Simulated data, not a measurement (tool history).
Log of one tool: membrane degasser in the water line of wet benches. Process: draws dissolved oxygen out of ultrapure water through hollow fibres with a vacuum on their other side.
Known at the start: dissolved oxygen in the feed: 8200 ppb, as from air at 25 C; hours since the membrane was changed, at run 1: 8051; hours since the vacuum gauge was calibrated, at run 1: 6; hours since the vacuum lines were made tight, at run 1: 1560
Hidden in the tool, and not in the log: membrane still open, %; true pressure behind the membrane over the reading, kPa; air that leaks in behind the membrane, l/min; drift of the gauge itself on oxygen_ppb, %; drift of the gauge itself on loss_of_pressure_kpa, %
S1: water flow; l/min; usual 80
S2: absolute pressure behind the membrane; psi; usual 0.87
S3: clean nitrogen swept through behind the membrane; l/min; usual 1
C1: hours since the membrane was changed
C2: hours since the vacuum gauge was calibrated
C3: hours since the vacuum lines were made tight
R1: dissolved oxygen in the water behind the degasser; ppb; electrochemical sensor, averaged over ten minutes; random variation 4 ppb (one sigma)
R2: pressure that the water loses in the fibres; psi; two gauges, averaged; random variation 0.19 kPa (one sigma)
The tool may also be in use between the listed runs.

run 1 hour=0 | S1=80 S2=0.87 S3=1 | C1=8051 C2=6 C3=1560 | R1=396.7 R2=5.819
run 2 hour=176.5 | S1=80 S2=1.188 S3=1 | C1=8227 C2=183 C3=1736 | R1=662.4 R2=5.829
run 3 hour=365 | S1=87 S2=0.87 S3=1 | C1=8416 C2=371 C3=1925 | R1=432.3 R2=6.322
run 4 hour=535.2 | S1=87 S2=0.87 S3=1 | C1=8586 C2=542 C3=2095 | R1=427.9 R2=6.331
run 5 hour=644.8 | S1=87 S2=0.87 S3=1 | C1=8696 C2=651 C3=2204 | R1=431.4 R2=6.402
run 6 hour=844.2 | S1=87 S2=0.87 S3=1 | C1=8895 C2=851 C3=2404 | R1=421.6 R2=6.37
run 7 hour=1075.1 | S1=80 S2=0.87 S3=2.44 | C1=9126 C2=1081 C3=2635 | R1=224.1 R2=5.812
run 8 hour=1270.6 | S1=80 S2=0.87 S3=2.44 | C1=9322 C2=1277 C3=2830 | R1=222.1 R2=5.816
run 9 hour=1469.3 | S1=59 S2=0.87 S3=1 | C1=9520 C2=1476 C3=3029 | R1=294.4 R2=4.274
run 10 hour=1629.2 | S1=59 S2=0.87 S3=1 | C1=9680 C2=1636 C3=3189 | R1=303 R2=4.277
run 11 hour=1811.3 | S1=59 S2=0.87 S3=1 | C1=9862 C2=1818 C3=3371 | R1=305.4 R2=4.255
run 12 hour=1911 | S1=59 S2=0.87 S3=1 | C1=9962 C2=1917 C3=3471 | R1=302.6 R2=4.27
-- hour=2024.9 seals of the vacuum lines changed
run 13 hour=2125.9 | S1=59 S2=0.87 S3=0.57 | C1=10175 C2=2130 C3=101 | R1=437.4 R2=4.255
run 14 hour=2346.2 | S1=80 S2=0.87 S3=1 | C1=10395 C2=2350 C3=321 | R1=393 R2=5.752
run 15 hour=2534.5 | S1=80 S2=1.759 S3=1 | C1=10583 C2=2539 C3=510 | R1=1103.6 R2=5.742
run 16 hour=2696.8 | S1=80 S2=1.759 S3=1 | C1=10746 C2=2701 C3=672 | R1=1086.4 R2=5.736
run 17 hour=2880.7 | S1=51 S2=0.87 S3=0.52 | C1=10930 C2=2885 C3=856 | R1=421.5 R2=3.648
run 18 hour=3033.3 | S1=57 S2=1.497 S3=0.82 | C1=11082 C2=3038 C3=1008 | R1=816.5 R2=4.073
run 19 hour=3259 | S1=80 S2=0.87 S3=0.76 | C1=11308 C2=3263 C3=1234 | R1=469.2 R2=5.73
run 20 hour=3441.2 | S1=80 S2=0.87 S3=0.76 | C1=11490 C2=3445 C3=1416 | R1=466.3 R2=5.742
run 21 hour=3654.9 | S1=80 S2=0.87 S3=0.76 | C1=11704 C2=3659 C3=1630 | R1=464.5 R2=5.757
-- hour=3792.9 membrane cartridge changed
run 22 hour=3865.2 | S1=80 S2=0.87 S3=0.76 | C1=72 C2=3866 C3=1836 | R1=464.1 R2=5.688
run 23 hour=4014 | S1=107 S2=1.204 S3=1.07 | C1=221 C2=4014 C3=1985 | R1=824.3 R2=7.657
run 24 hour=4196.4 | S1=90 S2=0.918 S3=0.63 | C1=403 C2=4197 C3=2167 | R1=616.9 R2=6.418
run 25 hour=4411.6 | S1=100 S2=0.996 S3=1.59 | C1=619 C2=4412 C3=2383 | R1=481.7 R2=7.085
run 26 hour=4509.9 | S1=89 S2=0.996 S3=0.65 | C1=717 C2=4510 C3=2481 | R1=692 R2=6.363
run 27 hour=4682 | S1=124 S2=1.008 S3=0.43 | C1=889 C2=4682 C3=2653 | R1=1079.7 R2=8.872
run 28 hour=4855.4 | S1=55 S2=0.815 S3=0.56 | C1=1062 C2=4856 C3=2826 | R1=360.6 R2=3.929
run 29 hour=5041.4 | S1=55 S2=0.815 S3=0.56 | C1=1248 C2=5042 C3=3012 | R1=357.5 R2=3.903
run 30 hour=5142.8 | S1=57 S2=0.815 S3=0.56 | C1=1350 C2=5143 C3=3114 | R1=379.5 R2=4.049
-- hour=5231.4 gauge calibrated
run 31 hour=5257.9 | S1=57 S2=1.172 S3=2.31 | C1=1465 C2=5258 C3=3229 | R1=264 R2=4.118

Hidden state at the last listed run before each entry between runs and at the first one after, where it differs:
Between runs 12 and 13: seals of the vacuum lines changed (hour 2024.9)
  air that leaks in behind the membrane, l/min: 0.0021 -> 0.002; drift of the gauge itself on loss_of_pressure_kpa, %: -0.99 -> -1.1
  measured less the result without the state, R2: -0.039 -> -0.044 psi
Between runs 21 and 22: membrane cartridge changed (hour 3792.9)
  membrane still open, %: 99.9 -> 100; drift of the gauge itself on loss_of_pressure_kpa, %: -1.9 -> -2
  measured less the result without the state, R2: -0.104 -> -0.117 psi
Between runs 30 and 31: gauge calibrated (hour 5231.4)
  drift of the gauge itself on loss_of_pressure_kpa, %: -2.67 -> -0.01
  measured less the result without the state, R2: -0.11 -> +0 psi
